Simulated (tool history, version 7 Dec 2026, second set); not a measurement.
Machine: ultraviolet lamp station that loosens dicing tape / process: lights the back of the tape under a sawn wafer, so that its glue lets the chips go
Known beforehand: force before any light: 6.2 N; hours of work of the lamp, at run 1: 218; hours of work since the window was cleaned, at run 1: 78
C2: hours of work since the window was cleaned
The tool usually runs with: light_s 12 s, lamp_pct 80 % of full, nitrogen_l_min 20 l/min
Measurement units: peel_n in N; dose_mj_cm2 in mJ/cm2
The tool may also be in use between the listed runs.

{"run": 1, "hour": 0.0, "light_s": 12, "lamp_pct": 80, "nitrogen_l_min": 20, "hours of work of the lamp": 218, "C2": 78, "peel_n": 0.315, "dose_mj_cm2": 426}
{"run": 2, "hour": 29.9, "light_s": 12, "lamp_pct": 80, "nitrogen_l_min": 20, "hours of work of the lamp": 239, "C2": 99, "peel_n": 0.319, "dose_mj_cm2": 429}
{"run": 3, "hour": 68.8, "light_s": 12, "lamp_pct": 80, "nitrogen_l_min": 20, "hours of work of the lamp": 266, "C2": 126, "peel_n": 0.331, "dose_mj_cm2": 427}
{"run": 4, "hour": 105.8, "light_s": 12, "lamp_pct": 80, "nitrogen_l_min": 20, "hours of work of the lamp": 292, "C2": 152, "peel_n": 0.312, "dose_mj_cm2": 430}
{"run": 5, "hour": 142.3, "light_s": 12, "lamp_pct": 80, "nitrogen_l_min": 19, "hours of work of the lamp": 317, "C2": 177, "peel_n": 0.324, "dose_mj_cm2": 425}
{"run": 6, "hour": 199.5, "light_s": 12, "lamp_pct": 80, "nitrogen_l_min": 19, "hours of work of the lamp": 357, "C2": 217, "peel_n": 0.312, "dose_mj_cm2": 428}
{"run": 7, "hour": 251.7, "light_s": 12, "lamp_pct": 80, "nitrogen_l_min": 14, "hours of work of the lamp": 393, "C2": 253, "peel_n": 0.344, "dose_mj_cm2": 423}
{"run": 8, "hour": 286.0, "light_s": 12, "lamp_pct": 64, "nitrogen_l_min": 20, "hours of work of the lamp": 417, "C2": 277, "peel_n": 0.429, "dose_mj_cm2": 340}
{"hour": 296.8, "done": "window cleaned of glue's vapour"}
{"run": 9, "hour": 339.9, "light_s": 12, "lamp_pct": 80, "nitrogen_l_min": 20, "hours of work of the lamp": 454, "C2": 30, "peel_n": 0.311, "dose_mj_cm2": 427}
{"run": 10, "hour": 370.4, "light_s": 12, "lamp_pct": 80, "nitrogen_l_min": 20, "hours of work of the lamp": 475, "C2": 51, "peel_n": 0.312, "dose_mj_cm2": 422}
{"run": 11, "hour": 398.7, "light_s": 12, "lamp_pct": 80, "nitrogen_l_min": 20, "hours of work of the lamp": 495, "C2": 71, "peel_n": 0.315, "dose_mj_cm2": 434}
{"run": 12, "hour": 456.6, "light_s": 12, "lamp_pct": 80, "nitrogen_l_min": 11, "hours of work of the lamp": 535, "C2": 111, "peel_n": 0.38, "dose_mj_cm2": 425}
{"run": 13, "hour": 504.4, "light_s": 12, "lamp_pct": 80, "nitrogen_l_min": 20, "hours of work of the lamp": 568, "C2": 144, "peel_n": 0.326, "dose_mj_cm2": 432}
{"run": 14, "hour": 539.1, "light_s": 12, "lamp_pct": 70, "nitrogen_l_min": 20, "hours of work of the lamp": 593, "C2": 168, "peel_n": 0.362, "dose_mj_cm2": 376}
{"run": 15, "hour": 602.0, "light_s": 12, "lamp_pct": 70, "nitrogen_l_min": 20, "hours of work of the lamp": 636, "C2": 212, "peel_n": 0.375, "dose_mj_cm2": 375}
{"run": 16, "hour": 630.1, "light_s": 12, "lamp_pct": 70, "nitrogen_l_min": 20, "hours of work of the lamp": 656, "C2": 232, "peel_n": 0.385, "dose_mj_cm2": 376}
{"run": 17, "hour": 677.1, "light_s": 19, "lamp_pct": 63, "nitrogen_l_min": 37, "hours of work of the lamp": 689, "C2": 264, "peel_n": 0.238, "dose_mj_cm2": 533}
{"hour": 703.5, "done": "window cleaned of glue's vapour"}
{"run": 18, "hour": 720.5, "light_s": 7, "lamp_pct": 91, "nitrogen_l_min": 20, "hours of work of the lamp": 718, "C2": 12, "peel_n": 0.582, "dose_mj_cm2": 280}
{"run": 19, "hour": 749.6, "light_s": 14, "lamp_pct": 64, "nitrogen_l_min": 28, "hours of work of the lamp": 739, "C2": 32, "peel_n": 0.289, "dose_mj_cm2": 400}
{"run": 20, "hour": 790.5, "light_s": 22, "lamp_pct": 61, "nitrogen_l_min": 19, "hours of work of the lamp": 767, "C2": 60, "peel_n": 0.241, "dose_mj_cm2": 597}
{"hour": 799.9, "done": "lamp changed"}
{"run": 21, "hour": 828.7, "light_s": 22, "lamp_pct": 61, "nitrogen_l_min": 19, "hours of work of the lamp": 20, "C2": 86, "peel_n": 0.235, "dose_mj_cm2": 595}
{"run": 22, "hour": 892.3, "light_s": 22, "lamp_pct": 86, "nitrogen_l_min": 33, "hours of work of the lamp": 64, "C2": 131, "peel_n": 0.214, "dose_mj_cm2": 846}
{"run": 23, "hour": 932.6, "light_s": 22, "lamp_pct": 86, "nitrogen_l_min": 33, "hours of work of the lamp": 92, "C2": 159, "peel_n": 0.211, "dose_mj_cm2": 836}
{"run": 24, "hour": 959.9, "light_s": 12, "lamp_pct": 89, "nitrogen_l_min": 20, "hours of work of the lamp": 111, "C2": 178, "peel_n": 0.28, "dose_mj_cm2": 480}
{"run": 25, "hour": 1001.7, "light_s": 11, "lamp_pct": 65, "nitrogen_l_min": 10, "hours of work of the lamp": 140, "C2": 207, "peel_n": 0.64, "dose_mj_cm2": 317}
{"run": 26, "hour": 1044.9, "light_s": 16, "lamp_pct": 92, "nitrogen_l_min": 7, "hours of work of the lamp": 170, "C2": 237, "peel_n": 0.264, "dose_mj_cm2": 652}
{"run": 27, "hour": 1071.2, "light_s": 7, "lamp_pct": 77, "nitrogen_l_min": 22, "hours of work of the lamp": 189, "C2": 255, "peel_n": 0.738, "dose_mj_cm2": 240}
{"run": 28, "hour": 1098.3, "light_s": 7, "lamp_pct": 77, "nitrogen_l_min": 22, "hours of work of the lamp": 207, "C2": 274, "peel_n": 0.735, "dose_mj_cm2": 236}
{"hour": 1109.8, "done": "window cleaned of glue's vapour"}
{"run": 29, "hour": 1160.5, "light_s": 12, "lamp_pct": 63, "nitrogen_l_min": 19, "hours of work of the lamp": 250, "C2": 35, "peel_n": 0.434, "dose_mj_cm2": 339}
{"run": 30, "hour": 1209.5, "light_s": 8, "lamp_pct": 63, "nitrogen_l_min": 16, "hours of work of the lamp": 284, "C2": 69, "peel_n": 0.964, "dose_mj_cm2": 226}

For each entry between runs, how does the tool's hidden state at the last listed run before it compare with that at the first listed run after it?
Run 8 -> run 9: window cleaned of glue's vapour (hour 296.8)
  light that the window lets through, % of a clean one's: 99.9 -> 100
Run 17 -> run 18: window cleaned of glue's vapour (hour 703.5)
  light that the window lets through, % of a clean one's: 99.9 -> 100
Run 20 -> run 21: lamp changed (hour 799.9)
  lamp's light, % of a new lamp's: 99.8 -> 100
Run 28 -> run 29: window cleaned of glue's vapour (hour 1109.8)
  light that the window lets through, % of a clean one's: 99.9 -> 100
